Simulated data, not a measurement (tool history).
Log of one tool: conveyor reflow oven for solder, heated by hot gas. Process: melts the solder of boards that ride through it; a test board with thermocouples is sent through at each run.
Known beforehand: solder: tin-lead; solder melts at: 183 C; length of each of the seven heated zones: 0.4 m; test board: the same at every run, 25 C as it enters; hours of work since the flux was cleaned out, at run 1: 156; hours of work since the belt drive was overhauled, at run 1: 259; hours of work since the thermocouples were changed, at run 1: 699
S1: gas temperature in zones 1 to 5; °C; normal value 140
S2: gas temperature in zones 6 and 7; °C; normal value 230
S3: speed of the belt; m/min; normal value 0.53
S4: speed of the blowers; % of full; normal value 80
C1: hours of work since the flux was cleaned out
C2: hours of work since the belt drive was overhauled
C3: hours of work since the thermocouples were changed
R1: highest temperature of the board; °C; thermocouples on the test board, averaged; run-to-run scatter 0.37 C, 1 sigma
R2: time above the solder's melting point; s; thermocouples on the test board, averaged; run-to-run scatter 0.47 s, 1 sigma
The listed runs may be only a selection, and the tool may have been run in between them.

{"run": 1, "day": 0.0, "S1": 140, "S2": 230, "S3": 0.53, "S4": 80, "C1": 156, "C2": 259, "C3": 699, "R1": 210.8, "R2": 62.5}
{"run": 2, "day": 1.442, "S1": 140, "S2": 230, "S3": 0.53, "S4": 60, "C1": 173, "C2": 276, "C3": 716, "R1": 206.8, "R2": 56.7}
{"run": 3, "day": 2.988, "S1": 140, "S2": 230, "S3": 0.53, "S4": 60, "C1": 192, "C2": 294, "C3": 735, "R1": 206.8, "R2": 55.6}
{"run": 4, "day": 4.662, "S1": 140, "S2": 230, "S3": 0.53, "S4": 60, "C1": 211, "C2": 314, "C3": 754, "R1": 206.9, "R2": 55.6}
{"run": 5, "day": 5.883, "S1": 140, "S2": 230, "S3": 0.427, "S4": 80, "C1": 226, "C2": 328, "C3": 769, "R1": 216.4, "R2": 86.3}
{"day": 6.129, "done": "thermocouples of zones 6 and 7 changed"}
{"run": 6, "day": 7.2, "S1": 140, "S2": 233, "S3": 0.427, "S4": 80, "C1": 240, "C2": 343, "C3": 13, "R1": 220.9, "R2": 92.1}
{"run": 7, "day": 8.575, "S1": 140, "S2": 230, "S3": 0.53, "S4": 55, "C1": 256, "C2": 359, "C3": 29, "R1": 207.6, "R2": 56.4}
{"run": 8, "day": 9.983, "S1": 140, "S2": 230, "S3": 0.53, "S4": 55, "C1": 273, "C2": 375, "C3": 45, "R1": 207.2, "R2": 55.2}
{"run": 9, "day": 11.417, "S1": 140, "S2": 230, "S3": 0.53, "S4": 55, "C1": 290, "C2": 392, "C3": 62, "R1": 207.2, "R2": 55.9}
{"run": 10, "day": 12.75, "S1": 139, "S2": 230, "S3": 0.53, "S4": 80, "C1": 306, "C2": 408, "C3": 78, "R1": 211.7, "R2": 62.4}
{"run": 11, "day": 14.062, "S1": 140, "S2": 230, "S3": 0.53, "S4": 70, "C1": 321, "C2": 424, "C3": 93, "R1": 209.5, "R2": 59.3}
{"run": 12, "day": 15.338, "S1": 140, "S2": 230, "S3": 0.53, "S4": 80, "C1": 336, "C2": 439, "C3": 109, "R1": 210.8, "R2": 61.2}
{"run": 13, "day": 16.833, "S1": 140, "S2": 239, "S3": 0.53, "S4": 80, "C1": 354, "C2": 456, "C3": 126, "R1": 217.7, "R2": 68.9}
{"run": 14, "day": 17.608, "S1": 140, "S2": 230, "S3": 0.53, "S4": 80, "C1": 363, "C2": 465, "C3": 135, "R1": 210, "R2": 61.8}
{"run": 15, "day": 18.371, "S1": 140, "S2": 230, "S3": 0.53, "S4": 80, "C1": 372, "C2": 474, "C3": 144, "R1": 211.6, "R2": 62.6}
{"run": 16, "day": 20.062, "S1": 140, "S2": 230, "S3": 0.53, "S4": 80, "C1": 392, "C2": 494, "C3": 164, "R1": 209.9, "R2": 60.3}
{"run": 17, "day": 21.696, "S1": 140, "S2": 230, "S3": 0.53, "S4": 80, "C1": 411, "C2": 513, "C3": 183, "R1": 210.4, "R2": 61.2}
{"day": 21.988, "done": "belt drive overhauled, speed set with a stopwatch"}
{"day": 23.004, "done": "flux residue cleaned out of gas plates and filters"}
{"run": 18, "day": 23.025, "S1": 135, "S2": 230, "S3": 0.458, "S4": 56, "C1": 0, "C2": 10, "C3": 195, "R1": 213.1, "R2": 72.2}
{"run": 19, "day": 24.021, "S1": 135, "S2": 230, "S3": 0.458, "S4": 56, "C1": 12, "C2": 22, "C3": 206, "R1": 212.3, "R2": 73.1}
{"run": 20, "day": 25.125, "S1": 143, "S2": 230, "S3": 0.46, "S4": 80, "C1": 25, "C2": 35, "C3": 219, "R1": 217.2, "R2": 83}
{"day": 25.938, "done": "belt drive overhauled, speed set with a stopwatch, once more"}
{"run": 21, "day": 26.412, "S1": 143, "S2": 230, "S3": 0.46, "S4": 80, "C1": 38, "C2": 6, "C3": 233, "R1": 217.2, "R2": 81.7}
{"run": 22, "day": 27.983, "S1": 143, "S2": 230, "S3": 0.46, "S4": 56, "C1": 57, "C2": 24, "C3": 251, "R1": 212.9, "R2": 75.8}
{"run": 23, "day": 29.546, "S1": 143, "S2": 228, "S3": 0.46, "S4": 56, "C1": 75, "C2": 42, "C3": 270, "R1": 211, "R2": 73.8}
{"run": 24, "day": 31.288, "S1": 140, "S2": 230, "S3": 0.53, "S4": 76, "C1": 96, "C2": 63, "C3": 290, "R1": 210.7, "R2": 62.5}
{"run": 25, "day": 32.521, "S1": 140, "S2": 230, "S3": 0.53, "S4": 76, "C1": 110, "C2": 78, "C3": 305, "R1": 211.8, "R2": 62.5}
{"run": 26, "day": 34.171, "S1": 140, "S2": 224, "S3": 0.429, "S4": 54, "C1": 130, "C2": 97, "C3": 324, "R1": 208, "R2": 74.5}
{"run": 27, "day": 35.471, "S1": 140, "S2": 232, "S3": 0.53, "S4": 58, "C1": 145, "C2": 112, "C3": 339, "R1": 208.7, "R2": 58.5}
{"run": 28, "day": 36.371, "S1": 140, "S2": 230, "S3": 0.606, "S4": 69, "C1": 156, "C2": 123, "C3": 350, "R1": 204.7, "R2": 45.4}
{"run": 29, "day": 37.296, "S1": 140, "S2": 233, "S3": 0.482, "S4": 76, "C1": 166, "C2": 134, "C3": 361, "R1": 215.7, "R2": 74.9}
{"run": 30, "day": 38.288, "S1": 132, "S2": 230, "S3": 0.519, "S4": 80, "C1": 178, "C2": 146, "C3": 373, "R1": 210.5, "R2": 60.1}

Below are 4 alternative next runs, each starting from the tool's condition after run 30. Predict each:
{"run": "A", "day": 39.975, "S1": 125, "S2": 223, "S3": 0.53, "S4": 82, "C1": 198, "C2": 165, "C3": 393, "R1": "?", "R2": "?"}
{"run": "B", "day": 39.975, "S1": 132, "S2": 229, "S3": 0.521, "S4": 59, "C1": 198, "C2": 165, "C3": 393, "R1": "?", "R2": "?"}
{"run": "C", "day": 39.975, "S1": 132, "S2": 230, "S3": 0.51, "S4": 80, "C1": 198, "C2": 165, "C3": 393, "R1": "?", "R2": "?"}
{"run": "D", "day": 39.975, "S1": 132, "S2": 230, "S3": 0.6, "S4": 57, "C1": 198, "C2": 165, "C3": 393, "R1": "?", "R2": "?"}

run=A R1=202.4 R2=45.3
run=B R1=204.6 R2=51.1
run=C R1=210.6 R2=59.8
run=D R1=200.2 R2=35.7
With no hidden state in the tool, these same runs would have given:
run=A R1=205.2 R2=49.6
run=B R1=207.2 R2=54.8
run=C R1=213.4 R2=63.1
run=D R1=202.9 R2=39.8
